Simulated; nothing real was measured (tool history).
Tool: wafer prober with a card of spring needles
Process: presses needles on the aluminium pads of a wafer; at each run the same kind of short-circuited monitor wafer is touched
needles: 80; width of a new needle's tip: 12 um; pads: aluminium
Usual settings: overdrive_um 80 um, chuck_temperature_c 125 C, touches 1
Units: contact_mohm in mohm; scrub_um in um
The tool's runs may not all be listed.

run,day,overdrive_um,chuck_temperature_c,touches,contact_mohm,scrub_um
1,0.000,80,125,1,153,9.97
# day 0.058: tips cleaned on abrasive film
2,0.329,80,125,1,151,9.96
# day 0.379: tips cleaned on abrasive film
3,0.658,80,125,1,154,9.91
# day 0.700: tips cleaned on abrasive film
# day 1.021: tips cleaned on abrasive film
4,1.112,80,125,1,151,9.97
# day 1.338: tips cleaned on abrasive film
5,1.442,80,125,1,149,9.96
# day 1.671: tips cleaned on abrasive film
6,1.908,80,125,1,148,9.99
# day 2.008: tips cleaned on abrasive film
# day 2.358: tips cleaned on abrasive film
7,2.517,80,125,1,151,10.01
# day 2.654: tips cleaned on abrasive film
8,2.800,80,125,1,151,10.01
# day 2.988: tips cleaned on abrasive film
# day 3.283: tips cleaned on abrasive film
9,3.458,80,48,1,138,10.00
# day 3.625: tips cleaned on abrasive film
# day 3.917: tips cleaned on abrasive film
10,4.129,80,48,1,138,10.02
# day 4.225: tips cleaned on abrasive film
# day 4.529: tips cleaned on abrasive film
11,4.604,80,48,1,138,10.00
# day 4.829: tips cleaned on abrasive film
12,4.979,80,125,2,149,10.01
# day 5.146: tips cleaned on abrasive film
13,5.375,80,125,2,149,10.03
# day 5.467: tips cleaned on abrasive film
# day 5.758: tips cleaned on abrasive film
14,5.888,80,125,2,152,10.03
# day 6.092: tips cleaned on abrasive film
# day 6.392: tips cleaned on abrasive film
15,6.475,80,125,2,150,10.04
# day 6.700: tips cleaned on abrasive film
16,6.854,80,125,2,147,10.02
# day 7.008: tips cleaned on abrasive film
17,7.288,80,125,2,151,10.01
# day 7.325: tips cleaned on abrasive film
# day 7.638: tips cleaned on abrasive film
18,7.904,80,125,2,150,10.05
# day 7.971: tips cleaned on abrasive film
# day 8.279: tips cleaned on abrasive film
19,8.325,80,125,2,149,10.01
# day 8.575: tips cleaned on abrasive film
20,8.612,76,70,1,142,9.57
# day 8.888: tips cleaned on abrasive film
21,9.033,60,115,1,152,7.50
# day 9.204: tips cleaned on abrasive film
# day 9.500: tips cleaned on abrasive film
22,9.708,80,31,2,135,10.06
# day 9.800: tips cleaned on abrasive film
# day 10.092: tips cleaned on abrasive film
23,10.250,78,30,2,138,9.82
# day 10.412: tips cleaned on abrasive film
24,10.662,78,30,2,136,9.76
# day 10.750: tips cleaned on abrasive film
25,10.946,78,30,1,133,9.81
# day 11.071: tips cleaned on abrasive film
# day 11.412: tips cleaned on abrasive film
26,11.533,83,35,1,135,10.46
# day 11.729: tips cleaned on abrasive film
# day 12.038: tips cleaned on abrasive film
27,12.138,83,35,1,135,10.43
# day 12.362: tips cleaned on abrasive film
# day 12.658: tips cleaned on abrasive film
28,12.658,72,44,2,136,9.06
# day 12.962: tips cleaned on abrasive film
29,13.179,62,88,2,150,7.84
# day 13.275: tips cleaned on abrasive film
# day 13.575: tips cleaned on abrasive film
30,13.675,62,88,2,148,7.78
# day 13.871: tips cleaned on abrasive film
# day 14.179: tips cleaned on abrasive film
31,14.292,79,31,1,137,9.94
# day 14.508: tips cleaned on abrasive film
# day 14.829: tips cleaned on abrasive film
32,14.883,80,79,1,145,10.13

3 ways to go on from here, each from the tool as it stands after run 32. What would each give?
# day 15.121: tips cleaned on abrasive film
# day 15.450: tips cleaned on abrasive film
A,15.508,80,79,2,?,?
# day 15.121: tips cleaned on abrasive film
# day 15.450: tips cleaned on abrasive film
B,15.508,82,69,1,?,?
# day 15.121: tips cleaned on abrasive film
# day 15.450: tips cleaned on abrasive film
C,15.508,81,42,1,?,?

run,contact_mohm,scrub_um
A,140,10.08
B,142,10.38
C,138,10.26
Without the tool's hidden state the same runs would have given:
run,contact_mohm,scrub_um
A,139,9.94
B,142,10.23
C,137,10.11

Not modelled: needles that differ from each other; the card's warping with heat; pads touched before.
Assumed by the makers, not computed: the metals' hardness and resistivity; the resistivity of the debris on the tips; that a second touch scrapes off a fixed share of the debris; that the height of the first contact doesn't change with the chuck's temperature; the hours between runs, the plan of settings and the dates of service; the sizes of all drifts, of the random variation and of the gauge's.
